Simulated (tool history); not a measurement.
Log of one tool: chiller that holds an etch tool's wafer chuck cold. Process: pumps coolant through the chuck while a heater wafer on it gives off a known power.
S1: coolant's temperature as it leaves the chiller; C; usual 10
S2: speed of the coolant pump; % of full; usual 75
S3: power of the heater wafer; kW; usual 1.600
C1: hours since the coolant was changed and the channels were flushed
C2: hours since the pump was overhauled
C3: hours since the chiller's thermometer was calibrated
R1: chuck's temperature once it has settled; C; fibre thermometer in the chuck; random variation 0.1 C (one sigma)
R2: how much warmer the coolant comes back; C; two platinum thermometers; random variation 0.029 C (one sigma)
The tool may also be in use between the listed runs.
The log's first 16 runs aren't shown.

{"run": 17, "hour": 603.1, "S1": 5, "S2": 75, "S3": 2.37, "C1": 1263, "C2": 1263, "C3": 90, "R1": 30.1, "R2": 8.98}
{"run": 18, "hour": 639.6, "S1": 5, "S2": 75, "S3": 2.37, "C1": 1300, "C2": 1300, "C3": 126, "R1": 30.0, "R2": 9.03}
{"run": 19, "hour": 663.0, "S1": 5, "S2": 75, "S3": 2.37, "C1": 1323, "C2": 1323, "C3": 150, "R1": 30.1, "R2": 9.04}
{"run": 20, "hour": 693.4, "S1": 8, "S2": 75, "S3": 2.37, "C1": 1353, "C2": 1353, "C3": 180, "R1": 33.2, "R2": 9.04}
{"run": 21, "hour": 742.3, "S1": 8, "S2": 75, "S3": 2.37, "C1": 1402, "C2": 1402, "C3": 229, "R1": 33.1, "R2": 9.07}
{"run": 22, "hour": 781.7, "S1": 16, "S2": 65, "S3": 1.6, "C1": 1442, "C2": 1442, "C3": 269, "R1": 34.8, "R2": 7.17}
{"run": 23, "hour": 821.7, "S1": 10, "S2": 75, "S3": 0.931, "C1": 1482, "C2": 1482, "C3": 308, "R1": 20.0, "R2": 3.56}
{"run": 24, "hour": 849.1, "S1": 10, "S2": 63, "S3": 1.477, "C1": 1509, "C2": 1509, "C3": 336, "R1": 27.8, "R2": 6.83}
{"run": 25, "hour": 887.5, "S1": 5, "S2": 85, "S3": 2.332, "C1": 1547, "C2": 1547, "C3": 374, "R1": 27.9, "R2": 7.72}
{"run": 26, "hour": 931.8, "S1": 5, "S2": 85, "S3": 2.332, "C1": 1592, "C2": 1592, "C3": 419, "R1": 27.9, "R2": 7.74}
{"run": 27, "hour": 972.2, "S1": 10, "S2": 63, "S3": 1.021, "C1": 1632, "C2": 1632, "C3": 459, "R1": 22.3, "R2": 4.74}
{"run": 28, "hour": 1004.3, "S1": 7, "S2": 75, "S3": 1.47, "C1": 1664, "C2": 1664, "C3": 491, "R1": 22.5, "R2": 5.62}
{"run": 29, "hour": 1038.7, "S1": 7, "S2": 100, "S3": 1.47, "C1": 1699, "C2": 1699, "C3": 525, "R1": 19.8, "R2": 4.08}
{"run": 30, "hour": 1073.1, "S1": 12, "S2": 75, "S3": 1.6, "C1": 1733, "C2": 1733, "C3": 560, "R1": 29.3, "R2": 6.12}
{"run": 31, "hour": 1100.8, "S1": 1, "S2": 95, "S3": 1.386, "C1": 1761, "C2": 1761, "C3": 588, "R1": 13.7, "R2": 4.08}
{"run": 32, "hour": 1141.6, "S1": 19, "S2": 60, "S3": 1.386, "C1": 1802, "C2": 1802, "C3": 628, "R1": 36.5, "R2": 6.74}

Forecast each of these 4 alternatives for the next run:
{"run": "A", "hour": 1188.7, "S1": 2, "S2": 75, "S3": 0.982, "C1": 1849, "C2": 1849, "C3": 675, "R1": "?", "R2": "?"}
{"run": "B", "hour": 1188.7, "S1": 18, "S2": 73, "S3": 1.6, "C1": 1849, "C2": 1849, "C3": 675, "R1": "?", "R2": "?"}
{"run": "C", "hour": 1188.7, "S1": 0, "S2": 75, "S3": 2.08, "C1": 1849, "C2": 1849, "C3": 675, "R1": "?", "R2": "?"}
{"run": "D", "hour": 1188.7, "S1": 6, "S2": 82, "S3": 2.276, "C1": 1849, "C2": 1849, "C3": 675, "R1": "?", "R2": "?"}

run=A R1=12.7 R2=3.77
run=B R1=35.7 R2=6.36
run=C R1=22.6 R2=7.97
run=D R1=29.0 R2=7.87
Without the tool's hidden state the same runs would have given:
run=A R1=11.9 R2=3.66
run=B R1=34.4 R2=6.18
run=C R1=20.9 R2=7.74
run=D R1=27.2 R2=7.64
